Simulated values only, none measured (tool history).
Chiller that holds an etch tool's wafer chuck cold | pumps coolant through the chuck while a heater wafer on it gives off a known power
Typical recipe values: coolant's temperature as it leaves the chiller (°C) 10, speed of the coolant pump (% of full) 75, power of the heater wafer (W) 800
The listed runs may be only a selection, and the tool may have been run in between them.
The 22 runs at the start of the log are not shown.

| run | day | coolant's temperature as it leaves the chiller (°C) | speed of the coolant pump (% of full) | power of the heater wafer (W) | hours since the coolant was changed and the channels were flushed | hours since the pump was overhauled | hours since the chiller's thermometer was calibrated | chuck's temperature once it has settled (°C) | how much warmer the coolant comes back (C) |
|---|---|---|---|---|---|---|---|---|---|
| 23 | 31.5 | 18 | 93 | 829 | 2331 | 157 | 3171 | 25.3 | 2.69 |
| 24 | 32.504 | 18 | 93 | 829 | 2355 | 182 | 3195 | 25.6 | 2.65 |
|  | 34.175 | chiller's thermometer calibrated |
| 25 | 34.6 | 10 | 75 | 564 | 2404 | 231 | 10 | 16.5 | 2.3 |
| 26 | 35.896 | 10 | 94 | 564 | 2435 | 262 | 41 | 15.5 | 1.87 |
| 27 | 37.046 | 10 | 75 | 620 | 2463 | 289 | 69 | 17.2 | 2.53 |
| 28 | 38.417 | 10 | 64 | 537 | 2496 | 322 | 102 | 16.9 | 2.64 |
| 29 | 40.108 | 10 | 64 | 544 | 2536 | 363 | 142 | 17.2 | 2.61 |
| 30 | 42.121 | 10 | 63 | 726 | 2585 | 411 | 191 | 19.6 | 3.62 |
| 31 | 43.25 | 10 | 63 | 726 | 2612 | 438 | 218 | 19.8 | 3.58 |
| 32 | 44.767 | 10 | 63 | 726 | 2648 | 475 | 254 | 19.7 | 3.59 |

Predict each of these 4 candidate next runs independently; none follows another, all start after run 32:
| A | 46.321 | 11 | 74 | 476 | 2685 | 512 | 292 | ? | ? |
| B | 46.321 | 16 | 68 | 726 | 2685 | 512 | 292 | ? | ? |
| C | 46.321 | 10 | 75 | 1174 | 2685 | 512 | 292 | ? | ? |
| D | 46.321 | 8 | 70 | 1152 | 2685 | 512 | 292 | ? | ? |

| run | chuck's temperature once it has settled (°C) | how much warmer the coolant comes back (C) |
|---|---|---|
| A | 16.4 | 2.01 |
| B | 25 | 3.45 |
| C | 23.8 | 4.9 |
| D | 22.2 | 5.22 |
What these runs would have given with no unlogged condition in the tool:
| run | chuck's temperature once it has settled (°C) | how much warmer the coolant comes back (C) |
|---|---|---|
| A | 16 | 1.94 |
| B | 24.2 | 3.34 |
| C | 22.6 | 4.74 |
| D | 20.9 | 5.05 |
